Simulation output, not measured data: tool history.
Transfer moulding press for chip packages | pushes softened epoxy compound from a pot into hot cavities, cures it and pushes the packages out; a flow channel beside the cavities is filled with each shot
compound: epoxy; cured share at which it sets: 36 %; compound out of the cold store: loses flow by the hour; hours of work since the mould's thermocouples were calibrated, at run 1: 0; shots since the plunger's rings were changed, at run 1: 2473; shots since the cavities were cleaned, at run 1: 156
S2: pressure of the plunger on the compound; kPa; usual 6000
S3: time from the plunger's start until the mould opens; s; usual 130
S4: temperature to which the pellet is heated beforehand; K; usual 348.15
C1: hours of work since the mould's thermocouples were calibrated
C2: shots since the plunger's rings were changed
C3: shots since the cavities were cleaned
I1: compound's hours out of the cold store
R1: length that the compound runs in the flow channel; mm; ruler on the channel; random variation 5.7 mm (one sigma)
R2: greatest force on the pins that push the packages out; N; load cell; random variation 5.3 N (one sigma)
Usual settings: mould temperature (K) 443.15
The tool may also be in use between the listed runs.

{"run": 1, "day": 0.0, "mould temperature (K)": 443.15, "S2": 6000, "S3": 130, "S4": 348.15, "C1": 0, "C2": 2473, "C3": 156, "I1": 21.1, "R1": 624, "R2": 212}
{"run": 2, "day": 0.246, "mould temperature (K)": 443.15, "S2": 6000, "S3": 130, "S4": 348.15, "C1": 4, "C2": 2525, "C3": 208, "I1": 27.3, "R1": 611, "R2": 217}
{"run": 3, "day": 0.671, "mould temperature (K)": 443.15, "S2": 6000, "S3": 142, "S4": 348.15, "C1": 10, "C2": 2615, "C3": 298, "I1": 25.8, "R1": 613, "R2": 209}
{"run": 4, "day": 1.079, "mould temperature (K)": 443.15, "S2": 6000, "S3": 130, "S4": 351.15, "C1": 17, "C2": 2701, "C3": 384, "I1": 17.8, "R1": 629, "R2": 234}
{"run": 5, "day": 1.388, "mould temperature (K)": 443.15, "S2": 6000, "S3": 130, "S4": 348.15, "C1": 22, "C2": 2766, "C3": 449, "I1": 45.1, "R1": 569, "R2": 236}
{"run": 6, "day": 1.6, "mould temperature (K)": 443.15, "S2": 6000, "S3": 130, "S4": 348.15, "C1": 25, "C2": 2810, "C3": 493, "I1": 29.9, "R1": 611, "R2": 260}
{"run": 7, "day": 1.775, "mould temperature (K)": 448.15, "S2": 6000, "S3": 130, "S4": 348.15, "C1": 28, "C2": 2848, "C3": 531, "I1": 34.4, "R1": 588, "R2": 218}
{"day": 2.192, "done": "cavities cleaned with cleaning compound and waxed"}
{"run": 8, "day": 2.225, "mould temperature (K)": 443.15, "S2": 5900, "S3": 130, "S4": 348.15, "C1": 34, "C2": 2930, "C3": 8, "I1": 36.3, "R1": 577, "R2": 179}
{"run": 9, "day": 2.625, "mould temperature (K)": 443.15, "S2": 5900, "S3": 130, "S4": 348.15, "C1": 40, "C2": 3014, "C3": 92, "I1": 46.5, "R1": 571, "R2": 197}
{"run": 10, "day": 2.862, "mould temperature (K)": 441.15, "S2": 6000, "S3": 130, "S4": 348.15, "C1": 44, "C2": 3064, "C3": 142, "I1": 8.3, "R1": 661, "R2": 236}
{"run": 11, "day": 3.188, "mould temperature (K)": 441.15, "S2": 6000, "S3": 130, "S4": 348.15, "C1": 49, "C2": 3132, "C3": 210, "I1": 31.8, "R1": 608, "R2": 234}
{"run": 12, "day": 3.538, "mould temperature (K)": 445.15, "S2": 6000, "S3": 130, "S4": 348.15, "C1": 54, "C2": 3206, "C3": 284, "I1": 13.3, "R1": 628, "R2": 214}
{"run": 13, "day": 3.738, "mould temperature (K)": 443.15, "S2": 6690, "S3": 130, "S4": 348.15, "C1": 57, "C2": 3248, "C3": 326, "I1": 22, "R1": 656, "R2": 234}
{"run": 14, "day": 4.008, "mould temperature (K)": 443.15, "S2": 6690, "S3": 130, "S4": 348.15, "C1": 61, "C2": 3306, "C3": 384, "I1": 29.4, "R1": 638, "R2": 240}
{"run": 15, "day": 4.221, "mould temperature (K)": 441.15, "S2": 7110, "S3": 149, "S4": 355.15, "C1": 65, "C2": 3350, "C3": 428, "I1": 31.4, "R1": 655, "R2": 226}
{"day": 4.321, "done": "mould's thermocouples calibrated"}
{"run": 16, "day": 4.5, "mould temperature (K)": 441.15, "S2": 7110, "S3": 149, "S4": 355.15, "C1": 3, "C2": 3391, "C3": 469, "I1": 8, "R1": 711, "R2": 236}
{"run": 17, "day": 4.721, "mould temperature (K)": 443.15, "S2": 6000, "S3": 130, "S4": 353.15, "C1": 6, "C2": 3438, "C3": 516, "I1": 37.4, "R1": 592, "R2": 252}
{"run": 18, "day": 5.104, "mould temperature (K)": 443.15, "S2": 6000, "S3": 130, "S4": 350.15, "C1": 12, "C2": 3519, "C3": 597, "I1": 24, "R1": 607, "R2": 257}
{"day": 5.229, "done": "cavities cleaned with cleaning compound and waxed"}
{"day": 5.333, "done": "mould's thermocouples calibrated, once more"}
{"run": 19, "day": 5.496, "mould temperature (K)": 440.15, "S2": 4860, "S3": 124, "S4": 350.15, "C1": 3, "C2": 3570, "C3": 39, "I1": 39.5, "R1": 524, "R2": 217}
{"run": 20, "day": 5.8, "mould temperature (K)": 443.15, "S2": 6000, "S3": 158, "S4": 348.15, "C1": 7, "C2": 3635, "C3": 104, "I1": 28.4, "R1": 597, "R2": 177}
{"run": 21, "day": 6.067, "mould temperature (K)": 443.15, "S2": 6000, "S3": 158, "S4": 345.15, "C1": 11, "C2": 3691, "C3": 160, "I1": 14.5, "R1": 641, "R2": 181}
{"run": 22, "day": 6.408, "mould temperature (K)": 443.15, "S2": 6000, "S3": 158, "S4": 345.15, "C1": 17, "C2": 3762, "C3": 231, "I1": 45.5, "R1": 565, "R2": 191}
{"run": 23, "day": 6.779, "mould temperature (K)": 438.15, "S2": 6000, "S3": 130, "S4": 343.15, "C1": 22, "C2": 3841, "C3": 310, "I1": 24.3, "R1": 625, "R2": 283}
{"run": 24, "day": 7.071, "mould temperature (K)": 438.15, "S2": 4870, "S3": 130, "S4": 348.15, "C1": 27, "C2": 3902, "C3": 371, "I1": 10.7, "R1": 596, "R2": 305}
{"run": 25, "day": 7.342, "mould temperature (K)": 443.15, "S2": 6000, "S3": 132, "S4": 352.15, "C1": 31, "C2": 3959, "C3": 428, "I1": 33.3, "R1": 599, "R2": 234}
{"run": 26, "day": 7.762, "mould temperature (K)": 443.15, "S2": 6000, "S3": 131, "S4": 350.15, "C1": 38, "C2": 4048, "C3": 517, "I1": 20, "R1": 618, "R2": 234}
{"run": 27, "day": 7.946, "mould temperature (K)": 443.15, "S2": 6000, "S3": 131, "S4": 350.15, "C1": 41, "C2": 4086, "C3": 555, "I1": 46.1, "R1": 572, "R2": 254}
{"day": 8.254, "done": "cavities cleaned with cleaning compound and waxed"}
{"run": 28, "day": 8.371, "mould temperature (K)": 443.15, "S2": 6000, "S3": 130, "S4": 353.15, "C1": 46, "C2": 4163, "C3": 25, "I1": 31.4, "R1": 595, "R2": 175}

5 ways to go on from here, each from the tool as it stands after run 28. What would each give?
{"run": "A", "day": 8.75, "mould temperature (K)": 436.15, "S2": 5100, "S3": 155, "S4": 348.15, "C1": 52, "C2": 4243, "C3": 105, "I1": 18.5, "R1": "?", "R2": "?"}
{"run": "B", "day": 8.75, "mould temperature (K)": 443.15, "S2": 6590, "S3": 130, "S4": 353.15, "C1": 52, "C2": 4243, "C3": 105, "I1": 48, "R1": "?", "R2": "?"}
{"run": "C", "day": 8.75, "mould temperature (K)": 437.15, "S2": 6000, "S3": 130, "S4": 354.15, "C1": 52, "C2": 4243, "C3": 105, "I1": 38.7, "R1": "?", "R2": "?"}
{"run": "D", "day": 8.75, "mould temperature (K)": 439.15, "S2": 6760, "S3": 138, "S4": 353.15, "C1": 52, "C2": 4243, "C3": 105, "I1": 45.8, "R1": "?", "R2": "?"}
{"run": "E", "day": 8.75, "mould temperature (K)": 437.15, "S2": 6000, "S3": 130, "S4": 348.15, "C1": 52, "C2": 4243, "C3": 105, "I1": 25.8, "R1": "?", "R2": "?"}

run=A R1=600 R2=209
run=B R1=589 R2=201
run=C R1=601 R2=266
run=D R1=612 R2=205
run=E R1=630 R2=272
Without the tool's hidden state the same runs would have given:
run=A R1=627 R2=184
run=B R1=616 R2=179
run=C R1=628 R2=235
run=D R1=641 R2=182
run=E R1=659 R2=240
